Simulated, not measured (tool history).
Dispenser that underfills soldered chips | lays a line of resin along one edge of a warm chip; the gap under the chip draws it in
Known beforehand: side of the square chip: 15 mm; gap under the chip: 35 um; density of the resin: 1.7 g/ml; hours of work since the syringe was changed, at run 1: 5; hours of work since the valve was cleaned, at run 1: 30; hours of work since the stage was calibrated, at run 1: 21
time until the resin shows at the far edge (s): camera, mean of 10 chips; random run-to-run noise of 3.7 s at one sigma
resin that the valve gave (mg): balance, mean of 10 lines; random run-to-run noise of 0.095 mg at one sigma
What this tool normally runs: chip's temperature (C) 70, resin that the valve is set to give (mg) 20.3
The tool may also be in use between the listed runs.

run	hour	chip's temperature (C)	resin that the valve is set to give (mg)	hours of work since the syringe was changed	hours of work since the valve was cleaned	hours of work since the stage was calibrated	time until the resin shows at the far edge (s)	resin that the valve gave (mg)
1	0	70	20.3	5	30	21	454	19.76
# hour 1.1: new syringe of resin
2	8.2	70	20.3	5	36	27	466.1	19.7
# hour 9.7: new syringe of resin
3	15.9	70	20.3	5	42	32	458.1	19.47
# hour 17.7: new syringe of resin
4	20.9	70	20.3	2	45	36	412.7	19.51
# hour 25.8: new syringe of resin
5	27	60	20.3	1	50	40	657.9	19.3
6	31.4	70	23.7	4	53	43	437.8	22.5
# hour 34.5: new syringe of resin
7	35.9	70	19.9	1	56	46	392.6	18.94
# hour 42.9: new syringe of resin
8	45.7	70	19.9	2	63	53	407.2	18.66
# hour 50.9: new syringe of resin
9	53.7	70	20.3	2	69	59	404.9	19.02
# hour 59.2: new syringe of resin
10	62.8	70	20.3	3	75	66	421.7	18.9
# hour 67.2: new syringe of resin
11	67.7	80	20.3	0	79	69	223.5	18.82
12	73	59	20.3	4	83	73	839.7	18.69
# hour 75.5: new syringe of resin
13	77.8	79	20.8	2	86	76	251.4	18.98
# hour 83.8: new syringe of resin
14	85.1	72	17.9	1	91	81	376.8	16.28
15	89	73	19.8	4	94	84	387.2	18.01
# hour 92.1: new syringe of resin
16	93.8	60	20	1	97	88	669.2	17.98
# hour 100.4: new syringe of resin
17	100.5	58	25.9	0	102	92	702.6	23.2
18	105.8	58	25.9	4	106	96	834.3	23.44
# hour 108.9: new syringe of resin
19	114.8	58	25.9	4	112	103	840.1	23.1
# hour 117.1: new syringe of resin
20	121.2	56	24.7	3	117	107	908.9	21.81
# hour 125.6: new syringe of resin
21	128.6	65	24.2	2	122	113	520.1	21.18
22	133	65	24.2	6	126	116	603.2	21.32
# hour 134.1: new syringe of resin
23	138.2	70	19.8	3	129	119	447.6	17.5

Each row is a separate what-if for the run after 23, all from the same tool condition, not one after another. Results?
# hour 142.7: dispensing valve cleaned and set on the balance
# hour 143.7: new syringe of resin
A	146	77	19.8	2	2	124	?	?
# hour 142.7: dispensing valve cleaned and set on the balance
# hour 143.7: new syringe of resin
B	146	75	23.4	2	2	124	?	?
# hour 142.7: dispensing valve cleaned and set on the balance
# hour 143.7: new syringe of resin
C	146	83	25.4	2	2	124	?	?
# hour 142.7: dispensing valve cleaned and set on the balance
# hour 143.7: new syringe of resin
D	146	59	17.7	2	2	124	?	?

run	time until the resin shows at the far edge (s)	resin that the valve gave (mg)
A	286.9	19.84
B	310.8	23.2
C	203.9	25.49
D	751.6	17.72
What these runs would have given with no unlogged condition in the tool:
run	time until the resin shows at the far edge (s)	resin that the valve gave (mg)
A	266	19.89
B	288.3	23.26
C	189.1	25.55
D	697	17.76
